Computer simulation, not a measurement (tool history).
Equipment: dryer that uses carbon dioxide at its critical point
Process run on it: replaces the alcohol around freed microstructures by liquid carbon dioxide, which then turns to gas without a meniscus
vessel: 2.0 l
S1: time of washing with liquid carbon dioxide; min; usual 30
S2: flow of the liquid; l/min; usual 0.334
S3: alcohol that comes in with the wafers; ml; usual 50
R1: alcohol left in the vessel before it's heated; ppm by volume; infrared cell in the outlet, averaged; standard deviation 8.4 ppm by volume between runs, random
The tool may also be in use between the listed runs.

run 1 day=0 | S1=30 S2=0.334 S3=50 | R1=756
run 2 day=0.971 | S1=30 S2=0.334 S3=50 | R1=776
run 3 day=1.946 | S1=30 S2=0.334 S3=49 | R1=792
run 4 day=2.629 | S1=30 S2=0.334 S3=49 | R1=812
run 5 day=3.579 | S1=30 S2=0.394 S3=50 | R1=456
run 6 day=4.638 | S1=30 S2=0.394 S3=50 | R1=499
run 7 day=5.917 | S1=30 S2=0.334 S3=53 | R1=984
-- day=6.892 inlet filter changed
run 8 day=7.171 | S1=30 S2=0.349 S3=50 | R1=462
run 9 day=8.329 | S1=30 S2=0.349 S3=50 | R1=479
run 10 day=9.467 | S1=30 S2=0.349 S3=50 | R1=506
run 11 day=10.054 | S1=30 S2=0.222 S3=50 | R1=2011
run 12 day=11.362 | S1=30 S2=0.379 S3=50 | R1=428
run 13 day=12.796 | S1=30 S2=0.379 S3=50 | R1=428
run 14 day=13.379 | S1=30 S2=0.379 S3=50 | R1=472
run 15 day=14.458 | S1=30 S2=0.334 S3=50 | R1=729
run 16 day=15.658 | S1=30 S2=0.334 S3=50 | R1=750
run 17 day=16.992 | S1=30 S2=0.334 S3=50 | R1=789
run 18 day=18.096 | S1=27 S2=0.475 S3=71 | R1=466
run 19 day=18.912 | S1=30 S2=0.446 S3=42 | R1=299
run 20 day=19.833 | S1=30 S2=0.446 S3=42 | R1=307
run 21 day=21.067 | S1=39 S2=0.446 S3=102 | R1=263
run 22 day=22.379 | S1=39 S2=0.446 S3=26 | R1=178
run 23 day=23.071 | S1=39 S2=0.446 S3=26 | R1=190
-- day=23.925 inlet filter changed
run 24 day=24.538 | S1=47 S2=0.424 S3=23 | R1=181
run 25 day=25.508 | S1=47 S2=0.366 S3=97 | R1=212
run 26 day=26.738 | S1=30 S2=0.493 S3=112 | R1=330
run 27 day=27.483 | S1=28 S2=0.22 S3=21 | R1=1169
run 28 day=28.875 | S1=27 S2=0.417 S3=21 | R1=309
run 29 day=29.8 | S1=30 S2=0.345 S3=26 | R1=439
run 30 day=31.062 | S1=42 S2=0.566 S3=74 | R1=196
run 31 day=31.658 | S1=42 S2=0.566 S3=74 | R1=189
run 32 day=32.625 | S1=42 S2=0.566 S3=74 | R1=206
run 33 day=33.862 | S1=30 S2=0.334 S3=39 | R1=666
run 34 day=34.683 | S1=40 S2=0.259 S3=75 | R1=1132

3 options for the next run, each taken on its own from the tool as it stands now. Forecast them:
run A day=35.654 | S1=30 S2=0.217 S3=50 | R1=?
run B day=35.654 | S1=40 S2=0.325 S3=75 | R1=?
run C day=35.654 | S1=40 S2=0.259 S3=25 | R1=?

run=A R1=2742
run=B R1=570
run=C R1=513
What these runs would have given with no unlogged condition in the tool:
run=A R1=1913
run=B R1=207
run=C R1=201
